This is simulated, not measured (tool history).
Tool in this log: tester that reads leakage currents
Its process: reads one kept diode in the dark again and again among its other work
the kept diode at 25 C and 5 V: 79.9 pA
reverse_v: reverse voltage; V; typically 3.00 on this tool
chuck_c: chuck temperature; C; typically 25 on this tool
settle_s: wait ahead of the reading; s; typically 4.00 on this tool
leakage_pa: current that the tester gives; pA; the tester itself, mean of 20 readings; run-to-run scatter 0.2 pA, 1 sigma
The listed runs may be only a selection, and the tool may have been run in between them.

run	day	reverse_v	chuck_c	settle_s	leakage_pa
1	0.000	3.00	25	4.00	73.95
2	3.538	3.00	25	4.00	74.52
3	6.742	3.00	25	4.00	75.49
# day 9.112: chuck's temperature calibrated
4	10.542	3.00	25	4.00	66.41
5	15.079	3.00	25	4.00	67.65
6	17.921	3.00	25	4.00	68.30
7	19.904	3.00	25	4.00	68.70
8	23.800	3.00	25	3.69	68.90
9	28.246	3.00	25	4.00	69.89
10	30.850	14.53	38	4.00	363.28
11	32.862	2.85	25	9.97	69.83
12	36.667	13.97	28	0.92	174.83
13	40.550	13.97	28	0.92	176.51
14	44.400	16.97	25	0.34	166.77
15	48.604	6.44	25	5.05	100.99
16	52.321	2.51	25	1.69	69.21
17	54.583	2.51	25	1.69	70.15

Run by run, hidden condition taken away, random variation retained:
Hidden state present: stray current of the dirty probe card, pA a volt; current scale over the true one, %; true chuck temperature over the reading, C; drift of the gauge itself on leakage_pa, %.
run	leakage_pa
1	66.16
2	66.05
3	66.36
4	65.73
5	66.08
6	66.21
7	66.26
8	65.74
9	65.87
10	341.74
11	65.04
12	157.21
13	156.86
14	144.04
15	88.37
16	61.51
17	61.96

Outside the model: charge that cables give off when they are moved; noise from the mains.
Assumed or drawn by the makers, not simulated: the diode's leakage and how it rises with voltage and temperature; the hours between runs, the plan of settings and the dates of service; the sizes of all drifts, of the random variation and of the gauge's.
